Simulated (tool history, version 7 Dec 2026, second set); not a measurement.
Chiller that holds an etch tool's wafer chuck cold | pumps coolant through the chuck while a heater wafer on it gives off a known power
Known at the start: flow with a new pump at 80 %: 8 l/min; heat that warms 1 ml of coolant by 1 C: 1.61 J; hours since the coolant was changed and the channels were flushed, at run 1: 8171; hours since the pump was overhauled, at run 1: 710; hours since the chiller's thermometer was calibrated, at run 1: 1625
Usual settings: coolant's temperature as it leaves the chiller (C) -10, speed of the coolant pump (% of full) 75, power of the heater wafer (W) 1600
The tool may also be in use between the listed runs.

run     day  coolant's temperature as it leaves the chiller (C)  speed of the coolant pump (% of full)  power of the heater wafer (W)  hours since the coolant was changed and the channels were flushed  hours since the pump was overhauled  hours since the chiller's thermometer was calibrated  chuck's temperature once it has settled (C)  how much warmer the coolant comes back (C)
  1   0.000                                                 -10                                     75                           1600                                                               8171                                  710                                                  1625                                          2.2                                        8.01
  2   0.792                                                 -10                                     75                           1600                                                               8190                                  729                                                  1644                                          2.4                                        8.06
  3   1.388                                                 -10                                     75                           1600                                                               8204                                  744                                                  1659                                          2.3                                        8.15
  4   2.375                                                 -10                                     75                           1600                                                               8228                                  767                                                  1682                                          2.3                                        8.13
  5   3.342                                                 -10                                     75                           1600                                                               8251                                  791                                                  1706                                          2.5                                        8.11
  6   4.029                                                 -10                                     75                           1600                                                               8268                                  807                                                  1722                                          2.4                                        8.13
  7   4.992                                                 -10                                     75                            920                                                               8291                                  830                                                  1745                                         -2.9                                        4.78
  8   5.808                                                 -10                                     75                           1600                                                               8311                                  850                                                  1765                                          2.3                                        8.14
  9   6.817                                                  -5                                     75                           1600                                                               8335                                  874                                                  1789                                          7.4                                        8.29
 10   8.038                                                  -5                                     74                           1489                                                               8364                                  903                                                  1818                                          6.6                                        7.84
 11   9.275                                                  -4                                     74                           1345                                                               8394                                  933                                                  1848                                          6.5                                        7.09
 12  10.042                                                  -4                                     74                           1345                                                               8412                                  951                                                  1866                                          6.4                                        7.06
 13  10.588                                                  -3                                     74                           2011                                                               8425                                  964                                                  1879                                         12.9                                       10.57
     11.492  -- gauge calibrated
 14  11.788                                                  -3                                     74                           2011                                                               8454                                  993                                                  1908                                         12.8                                       10.26
 15  13.075                                                  -3                                     74                           2011                                                               8485                                 1024                                                  1939                                         12.7                                       10.28
 16  13.792                                                  -3                                     74                           1417                                                               8502                                 1041                                                  1956                                          8.1                                        7.27
     14.804  -- coolant changed, channels flushed
 17  15.342                                                  -3                                     74                           1417                                                                 13                                 1073                                                  1988                                          8.0                                        7.31

Forecast each of these 3 alternatives for the next run:
  A  16.629                                                  -3                                     75                           1417                                                                 44                                 1103                                                  2018                                            ?                                           ?
  B  16.629                                                  -3                                     93                           1240                                                                 44                                 1103                                                  2018                                            ?                                           ?
  C  16.629                                                 -20                                     74                           1417                                                                 44                                 1103                                                  2018                                            ?                                           ?

run  chuck's temperature once it has settled (C)  how much warmer the coolant comes back (C)
  A                                          7.9                                        7.25
  B                                          5.0                                        5.04
  C                                         -8.9                                        7.37
Without the tool's hidden state the same runs would have given:
run  chuck's temperature once it has settled (C)  how much warmer the coolant comes back (C)
  A                                          7.9                                        7.11
  B                                          5.0                                        4.90
  C                                         -8.9                                        7.23

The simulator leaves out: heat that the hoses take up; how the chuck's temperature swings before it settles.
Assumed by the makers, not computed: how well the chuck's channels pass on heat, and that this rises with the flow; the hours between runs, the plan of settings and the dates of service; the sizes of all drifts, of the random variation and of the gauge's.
